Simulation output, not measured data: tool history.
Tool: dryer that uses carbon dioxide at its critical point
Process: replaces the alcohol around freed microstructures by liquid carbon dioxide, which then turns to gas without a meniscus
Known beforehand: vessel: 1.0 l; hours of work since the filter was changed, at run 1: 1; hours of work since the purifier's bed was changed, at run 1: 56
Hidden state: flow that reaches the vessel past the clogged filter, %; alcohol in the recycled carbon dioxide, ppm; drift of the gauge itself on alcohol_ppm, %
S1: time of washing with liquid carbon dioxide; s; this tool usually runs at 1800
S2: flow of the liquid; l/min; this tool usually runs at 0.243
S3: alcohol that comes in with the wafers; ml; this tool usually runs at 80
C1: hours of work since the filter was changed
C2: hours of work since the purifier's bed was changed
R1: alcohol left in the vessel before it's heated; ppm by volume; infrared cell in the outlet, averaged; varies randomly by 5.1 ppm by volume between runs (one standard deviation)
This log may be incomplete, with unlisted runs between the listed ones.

run  hour    S1     S2  S3  C1   C2   R1
  1   0.0  1800  0.243  80   1   56   75
  2   6.7  1800  0.243  80   6   61   66
  3  20.9  1800  0.226  80  17   72  122
  4  31.0  1800  0.243  80  24   80   75
  5  43.3  1680  0.243  80  34   89  123
  6  49.5  1500  0.218  44  38   94  235
  7  64.0  1440  0.310  84  50  105   77
  8  70.3  2640  0.327  40  54  110   17
  9  78.5  2640  0.327  40  61  116   31

Estimate the outcome of run 10 from the log above:
 10  91.1  2640  0.327  40  70  126   ?

R1: 23 ppm by volume
The same run, on a tool lacking any hidden state, would have yielded R1 5 ppm by volume.
